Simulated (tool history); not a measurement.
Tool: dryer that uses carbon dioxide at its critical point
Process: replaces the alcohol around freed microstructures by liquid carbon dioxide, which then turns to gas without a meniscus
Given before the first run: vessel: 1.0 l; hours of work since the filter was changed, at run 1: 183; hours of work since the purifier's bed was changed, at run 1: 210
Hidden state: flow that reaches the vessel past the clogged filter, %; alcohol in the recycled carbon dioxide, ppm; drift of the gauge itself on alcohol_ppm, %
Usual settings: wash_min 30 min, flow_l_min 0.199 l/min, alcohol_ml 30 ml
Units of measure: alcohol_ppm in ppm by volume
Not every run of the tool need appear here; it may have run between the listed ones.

run,hour,wash_min,flow_l_min,alcohol_ml,hours of work since the filter was changed,hours of work since the purifier's bed was changed,alcohol_ppm
1,0,30,0.199,30,183,210,289
2,43.6,30,0.199,30,197,224,303
3,79.9,30,0.199,30,209,236,324
4,115.1,30,0.199,30,221,247,329
5,151.7,30,0.199,30,232,259,333
6,200.9,30,0.168,30,248,275,627
7,228.6,30,0.129,30,257,284,1389
8,273.7,33,0.129,30,272,299,1106
9,302.9,33,0.129,30,281,308,1109
# hour 319.7: inlet filter changed
10,336.5,33,0.129,30,5,319,767
11,378,33,0.129,30,19,332,772
12,403,33,0.129,30,27,340,791
13,439.7,33,0.129,30,39,352,817
14,487.8,21,0.199,33,54,367,1032
15,527.2,32,0.199,101,67,380,539
16,572.9,32,0.199,101,82,395,582
17,603.1,32,0.199,101,92,405,580
18,640.4,32,0.199,101,104,417,603
19,660.9,30,0.199,30,110,423,338
20,686.4,30,0.199,30,119,432,338
21,717.9,30,0.199,30,129,442,347
22,762.7,42,0.161,59,143,456,347
23,810.7,42,0.161,59,159,472,359
24,840.4,32,0.127,30,168,481,1143
25,871.1,32,0.127,88,178,491,3120

Here are 3 independent what-if runs from the current tool condition. What would each one return?
A,907.4,32,0.198,75,190,503,?
B,907.4,32,0.127,55,190,503,?
C,907.4,19,0.127,88,190,503,?

run,alcohol_ppm
A,611
B,2079
C,12083
Stripped of hidden state, with their random variation kept, the same runs would have yielded:
run,alcohol_ppm
A,283
B,1404
C,9889
